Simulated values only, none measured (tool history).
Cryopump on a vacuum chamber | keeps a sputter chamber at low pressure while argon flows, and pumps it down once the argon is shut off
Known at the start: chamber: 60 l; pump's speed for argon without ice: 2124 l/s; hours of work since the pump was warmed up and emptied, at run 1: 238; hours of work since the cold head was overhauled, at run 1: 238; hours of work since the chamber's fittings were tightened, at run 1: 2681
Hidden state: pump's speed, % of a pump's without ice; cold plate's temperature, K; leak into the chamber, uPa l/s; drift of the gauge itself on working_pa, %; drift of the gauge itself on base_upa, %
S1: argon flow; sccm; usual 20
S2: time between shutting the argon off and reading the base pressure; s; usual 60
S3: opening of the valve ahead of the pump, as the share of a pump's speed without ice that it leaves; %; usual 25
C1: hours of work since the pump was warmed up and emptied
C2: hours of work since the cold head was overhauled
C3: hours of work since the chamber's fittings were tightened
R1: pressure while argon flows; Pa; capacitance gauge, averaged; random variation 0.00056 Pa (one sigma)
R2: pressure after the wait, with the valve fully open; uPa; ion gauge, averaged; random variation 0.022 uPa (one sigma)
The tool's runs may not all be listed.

| run | hour | S1 | S2 | S3 | C1 | C2 | C3 | R1 | R2 |
|---|---|---|---|---|---|---|---|---|---|
| 1 | 0.0 | 20 | 60 | 25 | 238 | 238 | 2681 | 0.0646 | 1.45 |
| 2 | 12.2 | 20 | 60 | 25 | 246 | 246 | 2689 | 0.0645 | 1.43 |
| 3 | 22.3 | 20 | 60 | 25 | 253 | 253 | 2696 | 0.0644 | 1.44 |
| 4 | 35.5 | 20 | 60 | 25 | 262 | 262 | 2706 | 0.0651 | 1.44 |
| 5 | 50.3 | 20 | 60 | 25 | 273 | 273 | 2716 | 0.0642 | 1.46 |
| 6 | 68.5 | 20 | 60 | 25 | 285 | 285 | 2728 | 0.0650 | 1.44 |
| 7 | 83.2 | 20 | 60 | 25 | 296 | 296 | 2739 | 0.0658 | 1.45 |
| 8 | 103.0 | 20 | 60 | 25 | 309 | 309 | 2752 | 0.0656 | 1.51 |
| 9 | 112.5 | 20 | 60 | 25 | 316 | 316 | 2759 | 0.0653 | 1.45 |
| 10 | 123.4 | 20 | 60 | 25 | 323 | 323 | 2766 | 0.0646 | 1.48 |
| 11 | 141.3 | 20 | 60 | 25 | 336 | 336 | 2779 | 0.0655 | 1.52 |
| 12 | 152.5 | 20 | 60 | 18 | 344 | 344 | 2787 | 0.0904 | 1.46 |
| 13 | 162.5 | 20 | 60 | 18 | 351 | 351 | 2794 | 0.0891 | 1.50 |
| 14 | 180.4 | 20 | 60 | 29 | 363 | 363 | 2806 | 0.0560 | 1.48 |
| 15 | 191.5 | 18 | 60 | 24 | 371 | 371 | 2814 | 0.0620 | 1.53 |
| 16 | 204.5 | 30 | 94 | 25 | 380 | 380 | 2823 | 0.0983 | 1.28 |
| 17 | 221.2 | 30 | 94 | 25 | 391 | 391 | 2834 | 0.0981 | 1.37 |
| 18 | 232.4 | 17 | 60 | 25 | 399 | 399 | 2842 | 0.0563 | 1.56 |
| 19 | 243.4 | 20 | 156 | 25 | 407 | 407 | 2850 | 0.0661 | 1.19 |
| 20 | 262.0 | 13 | 262 | 57 | 419 | 419 | 2863 | 0.0194 | 1.12 |
| 21 | 282.0 | 13 | 262 | 57 | 433 | 433 | 2876 | 0.0198 | 1.10 |
| 22 | 293.4 | 10 | 268 | 30 | 441 | 441 | 2884 | 0.0271 | 1.10 |
| 23 | 305.9 | 27 | 27 | 27 | 450 | 450 | 2893 | 0.0833 | 2.19 |
| 24 | 318.2 | 27 | 27 | 27 | 458 | 458 | 2902 | 0.0820 | 2.22 |

4 ways to go on from here, each from the tool as it stands after run 24. What would each give?
| A | 331.3 | 16 | 60 | 54 | 468 | 468 | 2911 | ? | ? |
| B | 331.3 | 24 | 21 | 16 | 468 | 468 | 2911 | ? | ? |
| C | 331.3 | 20 | 60 | 45 | 468 | 468 | 2911 | ? | ? |
| D | 331.3 | 20 | 278 | 46 | 468 | 468 | 2911 | ? | ? |

| run | R1 | R2 |
|---|---|---|
| A | 0.0256 | 1.52 |
| B | 0.1226 | 2.54 |
| C | 0.0375 | 1.54 |
| D | 0.0375 | 1.18 |
Without the tool's hidden state the same runs would have given:
| run | R1 | R2 |
|---|---|---|
| A | 0.0237 | 0.64 |
| B | 0.1198 | 1.65 |
| C | 0.0352 | 0.67 |
| D | 0.0352 | 0.28 |

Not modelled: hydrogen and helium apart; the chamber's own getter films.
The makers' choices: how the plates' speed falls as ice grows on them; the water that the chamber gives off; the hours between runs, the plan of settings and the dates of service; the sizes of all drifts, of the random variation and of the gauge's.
